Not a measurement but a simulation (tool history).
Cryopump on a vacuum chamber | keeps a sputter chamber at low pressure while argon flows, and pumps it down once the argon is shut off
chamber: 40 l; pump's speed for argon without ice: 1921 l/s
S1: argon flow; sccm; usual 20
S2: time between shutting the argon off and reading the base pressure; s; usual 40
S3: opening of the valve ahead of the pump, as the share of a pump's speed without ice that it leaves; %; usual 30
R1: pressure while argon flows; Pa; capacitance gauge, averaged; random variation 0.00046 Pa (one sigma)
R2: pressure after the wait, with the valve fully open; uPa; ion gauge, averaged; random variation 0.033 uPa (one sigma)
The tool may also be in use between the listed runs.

{"run": 1, "hour": 0.0, "S1": 20, "S2": 40, "S3": 30, "R1": 0.0619, "R2": 2.14}
{"run": 2, "hour": 11.2, "S1": 20, "S2": 40, "S3": 30, "R1": 0.0617, "R2": 2.13}
{"run": 3, "hour": 27.6, "S1": 20, "S2": 40, "S3": 30, "R1": 0.0612, "R2": 2.17}
{"run": 4, "hour": 39.9, "S1": 25, "S2": 40, "S3": 30, "R1": 0.0775, "R2": 2.19}
{"run": 5, "hour": 61.9, "S1": 13, "S2": 40, "S3": 30, "R1": 0.0399, "R2": 2.19}
{"run": 6, "hour": 85.2, "S1": 20, "S2": 40, "S3": 21, "R1": 0.0872, "R2": 2.24}
{"run": 7, "hour": 97.8, "S1": 20, "S2": 40, "S3": 21, "R1": 0.0866, "R2": 2.18}
{"run": 8, "hour": 116.6, "S1": 20, "S2": 40, "S3": 21, "R1": 0.0878, "R2": 2.29}
{"run": 9, "hour": 133.5, "S1": 20, "S2": 40, "S3": 21, "R1": 0.088, "R2": 2.36}
{"run": 10, "hour": 145.0, "S1": 20, "S2": 40, "S3": 21, "R1": 0.0875, "R2": 2.31}
{"run": 11, "hour": 164.1, "S1": 22, "S2": 254, "S3": 25, "R1": 0.0816, "R2": 1.03}
{"run": 12, "hour": 184.5, "S1": 22, "S2": 254, "S3": 25, "R1": 0.0815, "R2": 1.03}
{"run": 13, "hour": 203.2, "S1": 29, "S2": 40, "S3": 28, "R1": 0.0973, "R2": 2.37}
{"run": 14, "hour": 224.4, "S1": 21, "S2": 24, "S3": 38, "R1": 0.0533, "R2": 3.3}
{"run": 15, "hour": 235.2, "S1": 21, "S2": 46, "S3": 38, "R1": 0.053, "R2": 2.2}
{"run": 16, "hour": 245.7, "S1": 32, "S2": 59, "S3": 28, "R1": 0.1073, "R2": 1.94}
{"run": 17, "hour": 263.9, "S1": 32, "S2": 59, "S3": 28, "R1": 0.1076, "R2": 1.92}
{"run": 18, "hour": 273.5, "S1": 12, "S2": 59, "S3": 28, "R1": 0.0404, "R2": 1.92}
{"run": 19, "hour": 288.4, "S1": 23, "S2": 40, "S3": 17, "R1": 0.125, "R2": 2.42}
{"run": 20, "hour": 304.8, "S1": 23, "S2": 35, "S3": 19, "R1": 0.1119, "R2": 2.67}

Forecast each of these 4 alternatives for the next run:
{"run": "A", "hour": 322.1, "S1": 10, "S2": 35, "S3": 19, "R1": "?", "R2": "?"}
{"run": "B", "hour": 322.1, "S1": 39, "S2": 50, "S3": 34, "R1": "?", "R2": "?"}
{"run": "C", "hour": 322.1, "S1": 28, "S2": 35, "S3": 19, "R1": "?", "R2": "?"}
{"run": "D", "hour": 322.1, "S1": 23, "S2": 82, "S3": 17, "R1": "?", "R2": "?"}

run=A R1=0.0482 R2=2.73
run=B R1=0.1087 R2=2.11
run=C R1=0.1353 R2=2.74
run=D R1=0.1243 R2=1.69
Without the tool's hidden state the same runs would have given:
run=A R1=0.046 R2=1.94
run=B R1=0.1001 R2=1.35
run=C R1=0.1291 R2=1.94
run=D R1=0.1191 R2=0.92
